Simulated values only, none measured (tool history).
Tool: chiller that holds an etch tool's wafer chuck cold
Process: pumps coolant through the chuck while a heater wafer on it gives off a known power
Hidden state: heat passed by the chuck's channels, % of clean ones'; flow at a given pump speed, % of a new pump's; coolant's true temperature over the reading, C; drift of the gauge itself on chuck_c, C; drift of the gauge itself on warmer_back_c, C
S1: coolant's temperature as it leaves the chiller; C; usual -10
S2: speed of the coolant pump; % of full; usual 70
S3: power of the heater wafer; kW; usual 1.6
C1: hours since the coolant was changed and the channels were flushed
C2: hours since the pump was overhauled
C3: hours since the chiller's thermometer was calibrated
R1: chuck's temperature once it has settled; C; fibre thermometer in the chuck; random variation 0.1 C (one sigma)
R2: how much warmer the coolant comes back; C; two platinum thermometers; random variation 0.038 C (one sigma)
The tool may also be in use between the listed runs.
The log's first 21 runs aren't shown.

run 22 day=113.017 | S1=-4 S2=70 S3=1.6 | C1=5460 C2=4980 C3=879 | R1=19.2 R2=7.98
run 23 day=121.296 | S1=-2 S2=68 S3=1.6 | C1=5659 C2=5179 C3=1078 | R1=21.6 R2=8.13
run 24 day=125.633 | S1=-17 S2=67 S3=1.909 | C1=5763 C2=5283 C3=1182 | R1=11.6 R2=9.87
run 25 day=132.262 | S1=-2 S2=91 S3=1.6 | C1=5922 C2=5442 C3=1341 | R1=16.9 R2=5.95
run 26 day=136.517 | S1=-10 S2=80 S3=0.955 | C1=6024 C2=5544 C3=1443 | R1=2.4 R2=4.02
run 27 day=144.242 | S1=-10 S2=76 S3=1.167 | C1=6209 C2=5729 C3=1629 | R1=5.9 R2=5.26
run 28 day=150.508 | S1=-1 S2=70 S3=1.164 | C1=6360 C2=5880 C3=1779 | R1=15.9 R2=5.74
run 29 day=156.067 | S1=-7 S2=70 S3=1.493 | C1=6493 C2=6013 C3=1913 | R1=14.6 R2=7.39

Run 30 comes next. What will it give?
run 30 day=161.117 | S1=-15 S2=90 S3=1.6 | C1=6614 C2=6134 C3=2034 | R1=? R2=?

R1: 4 C
R2: 6.02 C
Without the tool's hidden state the same run would have given R1 4 C, R2 6.02 C.

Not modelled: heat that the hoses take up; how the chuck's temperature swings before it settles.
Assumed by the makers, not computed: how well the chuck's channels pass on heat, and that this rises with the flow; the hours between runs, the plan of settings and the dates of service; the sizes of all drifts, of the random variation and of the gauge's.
